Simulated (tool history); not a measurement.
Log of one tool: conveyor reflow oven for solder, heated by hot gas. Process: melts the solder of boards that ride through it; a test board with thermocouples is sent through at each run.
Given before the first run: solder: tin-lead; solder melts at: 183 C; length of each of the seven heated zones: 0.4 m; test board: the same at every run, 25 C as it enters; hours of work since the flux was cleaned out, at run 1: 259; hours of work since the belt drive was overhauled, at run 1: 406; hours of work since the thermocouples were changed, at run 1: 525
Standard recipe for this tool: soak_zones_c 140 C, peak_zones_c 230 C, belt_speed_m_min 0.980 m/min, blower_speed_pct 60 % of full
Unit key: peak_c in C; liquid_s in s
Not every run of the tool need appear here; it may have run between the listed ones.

run   hour  soak_zones_c  peak_zones_c  belt_speed_m_min  blower_speed_pct  hours of work since the flux was cleaned out  hours of work since the belt drive was overhauled  hours of work since the thermocouples were changed  peak_c  liquid_s
  1    0.0           140           230             0.980                60                                           259                                                406                                                 525   207.1      30.1
  2   35.1           140           230             0.980                60                                           280                                                427                                                 546   206.9      30.0
  3  104.1           140           230             0.980                60                                           321                                                468                                                 587   206.9      30.3
  4  142.9           140           230             0.980                60                                           344                                                491                                                 610   207.2      30.1
  5  203.0           140           230             0.980                60                                           380                                                527                                                 646   206.8      29.9
  6  255.9           140           230             0.980                60                                           411                                                558                                                 677   206.8      30.0
  7  298.2           140           230             0.980                60                                           436                                                583                                                 702   206.7      30.0
  8  337.1           140           230             0.980                60                                           459                                                606                                                 725   206.8      29.6
     345.3  -- flux residue cleaned out of gas plates and filters
     394.0  -- thermocouples of zones 6 and 7 changed
  9  411.6           152           236             0.980                52                                            38                                                646                                                  10   208.7      34.3
 10  468.1           145           240             0.957                50                                            72                                                680                                                  44   210.1      33.8
     488.2  -- flux residue cleaned out of gas plates and filters, once more
 11  518.9           140           231             0.980                60                                            18                                                707                                                  71   208.5      31.8
 12  574.0           140           231             0.980                60                                            51                                                739                                                 104   208.8      32.0
 13  641.0           138           218             1.012                60                                            91                                                779                                                 143   196.7      20.1
 14  692.5           138           218             1.012                60                                           121                                                809                                                 174   196.3      20.1
 15  744.9           138           218             1.012                60                                           152                                                841                                                 205   196.4      20.3

Run 16 has not been measured yet. What should we expect?
 16  776.1           138           244             1.129                60                                           171                                                859                                                 223       ?         ?

peak_c: 211.8 C
liquid_s: 28.3 s
Take away the tool's hidden state, keep the run-to-run variation as it was, and the same run would have given peak_c 211.2 C, liquid_s 27.3 s.
